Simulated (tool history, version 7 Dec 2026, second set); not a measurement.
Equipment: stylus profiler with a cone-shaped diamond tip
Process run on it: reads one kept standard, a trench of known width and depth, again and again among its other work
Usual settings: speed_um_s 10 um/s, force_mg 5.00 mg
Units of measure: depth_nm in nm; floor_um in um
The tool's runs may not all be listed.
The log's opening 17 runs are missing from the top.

Run 18, hour 437.5: usual settings but force_mg 9.99 mg. Result: depth_nm 206.22 nm, floor_um 18.13 um.
Run 19, hour 456.9: usual settings but force_mg 9.99 mg. Result: depth_nm 206.19 nm, floor_um 18.11 um.
Run 20, hour 479.3: usual settings but force_mg 9.99 mg. Result: depth_nm 206.20 nm, floor_um 18.14 um.
At hour 482.3: height scale calibrated on a step standard.
Run 21, hour 505.2: usual settings but speed_um_s 16 um/s, force_mg 9.99 mg. Result: depth_nm 206.10 nm, floor_um 18.11 um.
Run 22, hour 538.4: usual settings but speed_um_s 16 um/s, force_mg 9.99 mg. Result: depth_nm 206.29 nm, floor_um 18.06 um.
At hour 543.2: height scale calibrated on a step standard, once more.
Run 23, hour 560.6: usual settings but speed_um_s 30 um/s, force_mg 5.49 mg. Result: depth_nm 204.05 nm, floor_um 17.97 um.
Run 24, hour 576.3: usual settings but force_mg 4.04 mg. Result: depth_nm 203.44 nm, floor_um 18.06 um.
Run 25, hour 592.1: usual settings but force_mg 4.04 mg. Result: depth_nm 203.38 nm, floor_um 18.10 um.
Run 26, hour 612.6: usual settings but speed_um_s 4 um/s, force_mg 3.83 mg. Result: depth_nm 203.32 nm, floor_um 18.12 um.
Run 27, hour 638.6: usual settings but speed_um_s 4 um/s, force_mg 3.83 mg. Result: depth_nm 203.35 nm, floor_um 18.10 um.
Run 28, hour 655.3: usual settings but speed_um_s 8 um/s, force_mg 12.79 mg. Result: depth_nm 207.10 nm, floor_um 18.06 um.
Run 29, hour 685.3: usual settings but speed_um_s 12 um/s, force_mg 9.19 mg. Result: depth_nm 205.80 nm, floor_um 18.04 um.
Run 30, hour 710.8: usual settings but speed_um_s 5 um/s, force_mg 2.17 mg. Result: depth_nm 202.32 nm, floor_um 18.08 um.
Run 31, hour 738.9: usual settings but speed_um_s 3 um/s, force_mg 2.19 mg. Result: depth_nm 202.28 nm, floor_um 18.05 um.
Run 32, hour 758.5: usual settings but speed_um_s 3 um/s, force_mg 2.19 mg. Result: depth_nm 202.27 nm, floor_um 18.00 um.
Run 33, hour 791.0: usual settings but speed_um_s 36 um/s, force_mg 7.46 mg. Result: depth_nm 205.09 nm, floor_um 17.94 um.
Run 34, hour 815.9: usual settings but force_mg 1.82 mg. Result: depth_nm 202.07 nm, floor_um 18.04 um.
Run 35, hour 835.2: usual settings but force_mg 1.82 mg. Result: depth_nm 202.07 nm, floor_um 18.04 um.
Run 36, hour 860.8: usual settings but force_mg 10.53 mg. Result: depth_nm 206.39 nm, floor_um 18.05 um.
Run 37, hour 890.3: usual settings but speed_um_s 4 um/s, force_mg 1.69 mg. Result: depth_nm 201.96 nm, floor_um 18.01 um.
Run 38, hour 906.4: usual settings but speed_um_s 2 um/s, force_mg 9.24 mg. Result: depth_nm 205.87 nm, floor_um 18.02 um.
Run 39, hour 941.6: usual settings but speed_um_s 29 um/s, force_mg 7.38 mg. Result: depth_nm 205.17 nm, floor_um 17.96 um.
Run 40, hour 957.9: usual settings but speed_um_s 29 um/s, force_mg 7.38 mg. Result: depth_nm 205.12 nm, floor_um 17.97 um.

4 ways to go on from here, each from the tool as it stands after run 40. What would each give?
Run A, hour 977.2: usual settings but speed_um_s 8 um/s, force_mg 2.67 mg. Result: depth_nm ?, floor_um ?.
Run B, hour 977.2: usual settings but speed_um_s 34 um/s, force_mg 8.99 mg. Result: depth_nm ?, floor_um ?.
Run C, hour 977.2: usual settings but speed_um_s 12 um/s, force_mg 4.18 mg. Result: depth_nm ?, floor_um ?.
Run D, hour 977.2: usual settings but speed_um_s 29 um/s, force_mg 4.74 mg. Result: depth_nm ?, floor_um ?.

run  depth_nm  floor_um
  A    202.63     17.95
  B    205.83     17.93
  C    203.54     18.06
  D    203.69     17.95
Without the tool's hidden state the same runs would have given:
run  depth_nm  floor_um
  A    202.50     18.17
  B    205.71     18.15
  C    203.41     18.28
  D    203.56     18.16
